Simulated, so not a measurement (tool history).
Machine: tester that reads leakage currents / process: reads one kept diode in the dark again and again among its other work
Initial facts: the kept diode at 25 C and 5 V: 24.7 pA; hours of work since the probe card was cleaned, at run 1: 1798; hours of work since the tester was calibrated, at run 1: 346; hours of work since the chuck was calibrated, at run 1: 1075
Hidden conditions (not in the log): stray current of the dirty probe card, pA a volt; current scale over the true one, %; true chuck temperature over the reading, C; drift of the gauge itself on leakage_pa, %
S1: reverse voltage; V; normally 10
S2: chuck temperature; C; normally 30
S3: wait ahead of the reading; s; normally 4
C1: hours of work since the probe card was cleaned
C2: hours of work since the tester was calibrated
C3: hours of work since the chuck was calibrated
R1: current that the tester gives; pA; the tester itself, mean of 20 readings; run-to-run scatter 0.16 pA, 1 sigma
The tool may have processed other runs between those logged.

| run | hour | S1 | S2 | S3 | C1 | C2 | C3 | R1 |
|---|---|---|---|---|---|---|---|---|
| 1 | 0 | 10 | 30 | 4 | 1798 | 346 | 1075 | 50.16 |
| 2 | 157.7 | 10 | 30 | 4 | 1911 | 459 | 1187 | 50.13 |
| 3 | 327.2 | 10 | 30 | 9.57 | 2031 | 579 | 1308 | 49.81 |
| 4 | 474.8 | 10 | 30 | 9.57 | 2136 | 684 | 1413 | 49.75 |
| 5 | 564.4 | 10 | 30 | 4 | 2200 | 748 | 1477 | 49.45 |
| 6 | 668.5 | 10 | 30 | 4 | 2274 | 822 | 1551 | 49.51 |
| 7 | 860.2 | 10 | 30 | 0.56 | 2411 | 959 | 1687 | 50.76 |
| 8 | 1011.3 | 10 | 30 | 0.56 | 2518 | 1066 | 1795 | 50.52 |
| 9 | 1185.5 | 10 | 30 | 0.56 | 2642 | 1190 | 1919 | 50.59 |
| 10 | 1272 | 10 | 30 | 0.56 | 2704 | 1252 | 1980 | 50.43 |
| 11 | 1442.8 | 10 | 30 | 0.56 | 2825 | 1373 | 2102 | 50.24 |
|  | 1483.2 | chuck's temperature calibrated |
| 12 | 1567.5 | 10 | 23 | 0.56 | 2913 | 1461 | 60 | 30.22 |
| 13 | 1756.6 | 10 | 23 | 0.56 | 3047 | 1595 | 195 | 30.36 |
| 14 | 1902.7 | 3.2 | 49 | 0.46 | 3151 | 1699 | 299 | 113.08 |
| 15 | 2042.7 | 3.2 | 21 | 2.69 | 3251 | 1799 | 398 | 13.48 |
| 16 | 2228.1 | 3.2 | 21 | 2.69 | 3383 | 1931 | 530 | 13.43 |
|  | 2371 | chuck's temperature calibrated, once more |
| 17 | 2425.2 | 10 | 36 | 4 | 3522 | 2070 | 39 | 90.22 |
|  | 2506.2 | probe card cleaned and baked |
| 18 | 2592.8 | 14.3 | 36 | 3.54 | 62 | 2187 | 156 | 94.02 |
| 19 | 2733.5 | 11 | 35 | 0.84 | 162 | 2287 | 256 | 77.99 |
| 20 | 2824.7 | 11 | 35 | 0.84 | 227 | 2352 | 321 | 78.29 |
| 21 | 2976.6 | 4.9 | 35 | 5.51 | 335 | 2460 | 429 | 54.78 |
|  | 3092.4 | tester calibrated |
| 22 | 3158.3 | 1.6 | 29 | 0.87 | 463 | 47 | 557 | 21.26 |
| 23 | 3334 | 2 | 30 | 0.73 | 588 | 172 | 682 | 25.24 |
| 24 | 3445.3 | 10 | 30 | 3.31 | 667 | 251 | 761 | 49.29 |

Each row is a separate what-if for the run after 24, all from the same tool condition, not one after another. Results?
| A | 3577.5 | 1.2 | 53 | 2.56 | 761 | 345 | 855 | ? |
| B | 3577.5 | 14.8 | 30 | 3.31 | 761 | 345 | 855 | ? |
| C | 3577.5 | 10 | 30 | 1.11 | 761 | 345 | 855 | ? |
| D | 3577.5 | 12.2 | 23 | 3.14 | 761 | 345 | 855 | ? |

| run | R1 |
|---|---|
| A | 118.51 |
| B | 58.21 |
| C | 49.42 |
| D | 30.54 |
With no hidden state in the tool, these same runs would have given:
| run | R1 |
|---|---|
| A | 125.56 |
| B | 59.42 |
| C | 50.93 |
| D | 30.4 |
